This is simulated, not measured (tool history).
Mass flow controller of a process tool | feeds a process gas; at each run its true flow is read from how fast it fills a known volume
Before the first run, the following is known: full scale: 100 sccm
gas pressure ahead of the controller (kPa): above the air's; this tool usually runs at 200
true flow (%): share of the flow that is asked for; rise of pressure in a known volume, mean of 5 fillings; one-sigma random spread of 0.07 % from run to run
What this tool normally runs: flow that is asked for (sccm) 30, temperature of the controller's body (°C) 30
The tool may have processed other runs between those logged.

| run | hour | flow that is asked for (sccm) | gas pressure ahead of the controller (kPa) | temperature of the controller's body (°C) | true flow (%) |
|---|---|---|---|---|---|
| 1 | 0 | 30 | 200 | 30 | 98.95 |
| 2 | 194.9 | 30 | 200 | 29 | 98.92 |
| 3 | 390 | 30 | 200 | 27 | 98.92 |
| 4 | 576.1 | 30 | 200 | 27 | 98.9 |
| 5 | 735 | 30 | 200 | 30 | 99.22 |
| 6 | 900.5 | 30 | 200 | 30 | 99.29 |
| 7 | 1070.1 | 30 | 200 | 30 | 99.17 |
| 8 | 1244.2 | 30 | 200 | 30 | 99.41 |
| 9 | 1397.5 | 30 | 200 | 30 | 99.43 |
| 10 | 1517.9 | 30 | 200 | 30 | 99.51 |
| 11 | 1675.4 | 30 | 181 | 30 | 99.39 |
| 12 | 1778.2 | 30 | 181 | 30 | 99.53 |
| 13 | 1892.9 | 25 | 150 | 30 | 99.46 |
| 14 | 2051.4 | 15 | 140 | 32 | 100.45 |
| 15 | 2195.1 | 20 | 140 | 27 | 99.68 |
| 16 | 2287.6 | 34 | 194 | 30 | 99.9 |
| 17 | 2448.1 | 34 | 194 | 30 | 99.8 |
| 18 | 2547.8 | 24 | 141 | 30 | 99.88 |

What does the tool deliver on the next run?
| 19 | 2676.1 | 24 | 141 | 30 | ? |

Run 19 gave true flow (%) 99.87.
If the tool had no hidden condition, the same run with the same run-to-run variation would have returned true flow (%) 97.79.

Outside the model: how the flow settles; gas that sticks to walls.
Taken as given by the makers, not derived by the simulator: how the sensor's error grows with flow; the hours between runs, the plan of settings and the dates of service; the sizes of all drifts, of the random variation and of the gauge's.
